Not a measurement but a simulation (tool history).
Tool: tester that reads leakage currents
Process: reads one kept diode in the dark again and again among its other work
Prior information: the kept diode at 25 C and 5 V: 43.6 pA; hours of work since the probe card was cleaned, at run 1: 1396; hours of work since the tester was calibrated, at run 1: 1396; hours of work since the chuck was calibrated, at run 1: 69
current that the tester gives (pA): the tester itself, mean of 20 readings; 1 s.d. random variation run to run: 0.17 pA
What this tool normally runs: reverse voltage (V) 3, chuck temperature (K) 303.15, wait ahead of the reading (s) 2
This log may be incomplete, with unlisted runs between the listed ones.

| run | hour | reverse voltage (V) | chuck temperature (K) | wait ahead of the reading (s) | hours of work since the probe card was cleaned | hours of work since the tester was calibrated | hours of work since the chuck was calibrated | current that the tester gives (pA) |
|---|---|---|---|---|---|---|---|---|
| 1 | 0 | 3 | 303.15 | 2 | 1396 | 1396 | 69 | 56.84 |
| 2 | 28.8 | 3 | 303.15 | 2 | 1417 | 1417 | 90 | 56.55 |
| 3 | 62.3 | 3 | 303.15 | 2 | 1442 | 1442 | 115 | 56.66 |
| 4 | 83.5 | 3 | 303.15 | 2.78 | 1458 | 1458 | 130 | 56.35 |
| 5 | 127.9 | 1.24 | 303.15 | 2 | 1490 | 1490 | 163 | 41.51 |
| 6 | 167 | 1.24 | 303.15 | 2 | 1519 | 1519 | 192 | 41.36 |
| 7 | 209.6 | 1.24 | 303.15 | 2 | 1550 | 1550 | 223 | 41.33 |
| 8 | 231.7 | 1.24 | 303.15 | 2 | 1566 | 1566 | 239 | 41.21 |
| 9 | 278.2 | 1.24 | 303.15 | 2 | 1600 | 1600 | 273 | 41.49 |
| 10 | 307.6 | 1.24 | 303.15 | 2 | 1622 | 1622 | 295 | 41.35 |
| 11 | 339.4 | 3.17 | 303.15 | 2 | 1645 | 1645 | 318 | 58.2 |
| 12 | 379.4 | 3.17 | 303.15 | 2 | 1674 | 1674 | 347 | 57.69 |
| 13 | 403.9 | 3.17 | 303.15 | 2 | 1692 | 1692 | 365 | 58.31 |
| 14 | 438.5 | 4.49 | 303.15 | 2 | 1718 | 1718 | 390 | 66.14 |
| 15 | 465.8 | 4.49 | 303.15 | 2 | 1738 | 1738 | 410 | 66.44 |
| 16 | 504.4 | 3 | 303.15 | 2 | 1766 | 1766 | 439 | 57.05 |
| 17 | 542 | 3 | 303.15 | 2 | 1794 | 1794 | 466 | 56.7 |
| 18 | 585.8 | 3 | 296.15 | 2 | 1826 | 1826 | 498 | 36.41 |
| 19 | 620.9 | 3 | 296.15 | 2 | 1851 | 1851 | 524 | 36.45 |
| 20 | 658.9 | 3 | 296.15 | 2 | 1879 | 1879 | 552 | 36.31 |
| 21 | 694.2 | 3 | 296.15 | 2 | 1905 | 1905 | 578 | 36.53 |
| 22 | 722.8 | 4.7 | 311.15 | 9.5 | 1926 | 1926 | 599 | 110.74 |
| 23 | 757.2 | 1.52 | 317.15 | 2 | 1951 | 1951 | 624 | 109.57 |
| 24 | 792.6 | 1.01 | 307.15 | 1.48 | 1977 | 1977 | 650 | 50.31 |
| 25 | 830.2 | 1.01 | 306.15 | 3.01 | 2005 | 2005 | 678 | 46.93 |
| 26 | 875.9 | 1.01 | 306.15 | 3.01 | 2038 | 2038 | 711 | 46.81 |
| 27 | 899.6 | 8.59 | 331.15 | 2 | 2056 | 2056 | 728 | 454.99 |
| 28 | 923.8 | 8.59 | 331.15 | 2 | 2073 | 2073 | 746 | 455.7 |
| 29 | 966.1 | 7.82 | 331.15 | 2 | 2104 | 2104 | 777 | 440.55 |
| 30 | 1003.2 | 6.55 | 322.15 | 1.31 | 2132 | 2132 | 804 | 246.88 |
| 31 | 1049.4 | 3.86 | 296.15 | 2 | 2165 | 2165 | 838 | 41.28 |
| 32 | 1096.4 | 1.61 | 304.15 | 3.6 | 2200 | 2200 | 873 | 48.45 |
| 33 | 1130 | 3.12 | 294.15 | 7.12 | 2224 | 2224 | 897 | 32.94 |
| 34 | 1151.6 | 3.12 | 294.15 | 7.12 | 2240 | 2240 | 913 | 32.95 |
| 35 | 1182 | 1.98 | 294.15 | 2.04 | 2263 | 2263 | 935 | 27.26 |
| 36 | 1226.2 | 3 | 303.15 | 1.09 | 2295 | 2295 | 968 | 58.09 |
| 37 | 1267.6 | 3.06 | 306.15 | 2 | 2325 | 2325 | 998 | 69.84 |
| 38 | 1294.5 | 4.62 | 299.15 | 2 | 2345 | 2345 | 1018 | 53.26 |
| 39 | 1336.9 | 2.01 | 303.15 | 0.52 | 2376 | 2376 | 1049 | 50.15 |

Some steps in current that the tester gives (pA) between neighbouring runs. How much of each would the tool show without its hidden state too (settings, what came in, random variation), and how much is left for the hidden state, with any gauge scatter that isn't in both results?
Hidden conditions of the tool in this case: stray current of the dirty probe card, pA a volt; current scale over the true one, %; true chuck temperature over the reading, C; drift of the gauge itself on leakage_pa, %.
Run 22 -> 23: reverse voltage (V) 4.7 -> 1.52, chuck temperature (K) 311.15 -> 317.15, wait ahead of the reading (s) 9.5 -> 2. current that the tester gives (pA) -1.17: hidden state -5.16, all else +3.99.
Run 26 -> 27: reverse voltage (V) 1.01 -> 8.59, chuck temperature (K) 306.15 -> 331.15, wait ahead of the reading (s) 3.01 -> 2. current that the tester gives (pA) +408.18: hidden state +1.65, all else +406.53.
Run 29 -> 30: reverse voltage (V) 7.82 -> 6.55, chuck temperature (K) 331.15 -> 322.15, wait ahead of the reading (s) 2 -> 1.31. current that the tester gives (pA) -193.67: hidden state +3.36, all else -197.03.
Run 30 -> 31: reverse voltage (V) 6.55 -> 3.86, chuck temperature (K) 322.15 -> 296.15, wait ahead of the reading (s) 1.31 -> 2. current that the tester gives (pA) -205.6: hidden state +1.62, all else -207.22.
Run 31 -> 32: reverse voltage (V) 3.86 -> 1.61, chuck temperature (K) 296.15 -> 304.15, wait ahead of the reading (s) 2 -> 3.6. current that the tester gives (pA) +7.17: hidden state -4.45, all else +11.62.
Run 38 -> 39: reverse voltage (V) 4.62 -> 2.01, chuck temperature (K) 299.15 -> 303.15, wait ahead of the reading (s) 2 -> 0.52. current that the tester gives (pA) -3.11: hidden state -5.07, all else +1.96.

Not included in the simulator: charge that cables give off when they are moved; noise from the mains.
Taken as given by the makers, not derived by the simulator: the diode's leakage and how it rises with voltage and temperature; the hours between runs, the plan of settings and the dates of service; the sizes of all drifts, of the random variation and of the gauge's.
